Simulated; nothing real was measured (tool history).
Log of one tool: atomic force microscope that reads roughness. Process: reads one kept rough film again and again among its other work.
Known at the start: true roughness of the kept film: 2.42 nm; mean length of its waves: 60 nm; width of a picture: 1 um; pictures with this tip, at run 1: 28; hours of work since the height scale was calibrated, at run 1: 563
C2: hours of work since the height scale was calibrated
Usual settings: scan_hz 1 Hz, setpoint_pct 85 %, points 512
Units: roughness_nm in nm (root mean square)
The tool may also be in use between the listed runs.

Run 1, hour 0: usual settings; pictures with this tip 28; C2 563. Result: roughness_nm 2.036 nm (root mean square).
Run 2, hour 15.8: usual settings; pictures with this tip 60; C2 575. Result: roughness_nm 2.03 nm (root mean square).
Run 3, hour 26.3: usual settings but setpoint_pct 58 %; pictures with this tip 81; C2 582. Result: roughness_nm 2.222 nm (root mean square).
Run 4, hour 37: usual settings but scan_hz 0.79 Hz; pictures with this tip 103; C2 590. Result: roughness_nm 2.055 nm (root mean square).
Run 5, hour 45.8: usual settings but scan_hz 0.79 Hz; pictures with this tip 121; C2 596. Result: roughness_nm 2.03 nm (root mean square).
At hour 51.3: new tip fitted.
Run 6, hour 63.3: usual settings but scan_hz 0.79 Hz; pictures with this tip 24; C2 608. Result: roughness_nm 2.082 nm (root mean square).
Run 7, hour 80.3: usual settings; pictures with this tip 59; C2 620. Result: roughness_nm 2.025 nm (root mean square).
Run 8, hour 99: usual settings; pictures with this tip 97; C2 633. Result: roughness_nm 1.994 nm (root mean square).
Run 9, hour 112.9: usual settings; pictures with this tip 125; C2 643. Result: roughness_nm 1.98 nm (root mean square).
At hour 115.5: new tip fitted.
Run 10, hour 125.1: usual settings; pictures with this tip 20; C2 652. Result: roughness_nm 2.042 nm (root mean square).
Run 11, hour 139.4: usual settings; pictures with this tip 49; C2 662. Result: roughness_nm 2.043 nm (root mean square).
Run 12, hour 156.6: usual settings but points 439; pictures with this tip 84; C2 674. Result: roughness_nm 2.006 nm (root mean square).
Run 13, hour 174.8: usual settings but scan_hz 0.8 Hz; pictures with this tip 121; C2 687. Result: roughness_nm 2.048 nm (root mean square).
At hour 179.9: new tip fitted.
Run 14, hour 184: usual settings but scan_hz 0.8 Hz; pictures with this tip 8; C2 693. Result: roughness_nm 2.117 nm (root mean square).
Run 15, hour 197.1: usual settings but scan_hz 0.8 Hz, points 878; pictures with this tip 35; C2 702. Result: roughness_nm 2.088 nm (root mean square).
Run 16, hour 214.9: usual settings but scan_hz 0.8 Hz, points 878; pictures with this tip 71; C2 715. Result: roughness_nm 2.059 nm (root mean square).
Run 17, hour 225.2: usual settings but scan_hz 0.8 Hz, points 878; pictures with this tip 92; C2 722. Result: roughness_nm 2.06 nm (root mean square).
Run 18, hour 240.9: usual settings but scan_hz 0.8 Hz, points 878; pictures with this tip 124; C2 734. Result: roughness_nm 2.013 nm (root mean square).
At hour 243.8: new tip fitted.
Run 19, hour 257: usual settings but scan_hz 0.8 Hz, points 878; pictures with this tip 27; C2 745. Result: roughness_nm 2.082 nm (root mean square).
Run 20, hour 274.2: usual settings; pictures with this tip 62; C2 757. Result: roughness_nm 2.014 nm (root mean square).
Run 21, hour 282.5: usual settings but scan_hz 0.7 Hz; pictures with this tip 78; C2 763. Result: roughness_nm 2.087 nm (root mean square).
Run 22, hour 299: usual settings but scan_hz 0.82 Hz, setpoint_pct 86 %, points 922; pictures with this tip 112; C2 775. Result: roughness_nm 2.034 nm (root mean square).

The next listed run, before its measurement:
At hour 307.9: new tip fitted.
Run 23, hour 313.8: usual settings but scan_hz 0.82 Hz, setpoint_pct 65 %, points 922; pictures with this tip 12; C2 785. Result: roughness_nm ?.

roughness_nm: 2.237 nm (root mean square)
Without the tool's hidden state the same run would have given roughness_nm 2.271 nm (root mean square).

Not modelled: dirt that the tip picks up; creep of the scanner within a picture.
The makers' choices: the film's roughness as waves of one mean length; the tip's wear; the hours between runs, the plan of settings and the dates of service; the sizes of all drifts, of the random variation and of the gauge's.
